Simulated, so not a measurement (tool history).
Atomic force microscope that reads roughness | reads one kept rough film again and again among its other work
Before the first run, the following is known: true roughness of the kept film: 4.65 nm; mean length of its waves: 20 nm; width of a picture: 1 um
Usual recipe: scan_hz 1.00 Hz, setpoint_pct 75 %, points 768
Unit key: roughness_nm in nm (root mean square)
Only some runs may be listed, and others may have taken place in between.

| run | day | scan_hz | setpoint_pct | points | roughness_nm |
|---|---|---|---|---|---|
| 1 | 0.000 | 1.00 | 75 | 768 | 2.400 |
| 2 | 0.621 | 1.00 | 75 | 768 | 2.326 |
| 3 | 1.025 | 0.51 | 75 | 768 | 2.327 |
| 4 | 1.671 | 0.51 | 75 | 768 | 2.257 |
| 5 | 2.200 | 1.00 | 75 | 286 | 2.127 |
|  | 2.842 | new tip fitted |
| 6 | 2.908 | 1.00 | 75 | 1016 | 3.607 |
| 7 | 3.575 | 1.00 | 75 | 1016 | 3.479 |
| 8 | 4.154 | 1.00 | 75 | 1016 | 3.353 |
| 9 | 5.008 | 1.00 | 75 | 1016 | 3.171 |
| 10 | 5.717 | 1.00 | 75 | 1016 | 3.049 |
| 11 | 6.071 | 1.00 | 75 | 1016 | 2.966 |
| 12 | 6.654 | 1.00 | 75 | 1016 | 2.878 |
| 13 | 7.046 | 2.14 | 58 | 768 | 2.851 |
|  | 7.162 | height scale calibrated on a step standard |
| 14 | 7.521 | 1.00 | 58 | 768 | 2.846 |
| 15 | 7.929 | 2.57 | 75 | 768 | 2.571 |
| 16 | 8.758 | 0.87 | 75 | 768 | 2.625 |
| 17 | 9.321 | 1.24 | 61 | 905 | 2.547 |
|  | 9.629 | height scale calibrated on a step standard, once more |
| 18 | 9.800 | 1.24 | 61 | 905 | 2.482 |
| 19 | 10.467 | 1.05 | 70 | 479 | 2.398 |
| 20 | 11.017 | 0.67 | 58 | 439 | 2.348 |
| 21 | 11.604 | 3.49 | 75 | 768 | 2.099 |
| 22 | 12.283 | 2.41 | 68 | 761 | 2.167 |

What will run 23 give?
| 23 | 12.962 | 2.06 | 70 | 768 | ? |

{"run 23": {"roughness_nm": 2.094}}
Without the tool's hidden state the same run would have given roughness_nm 3.561 nm (root mean square).
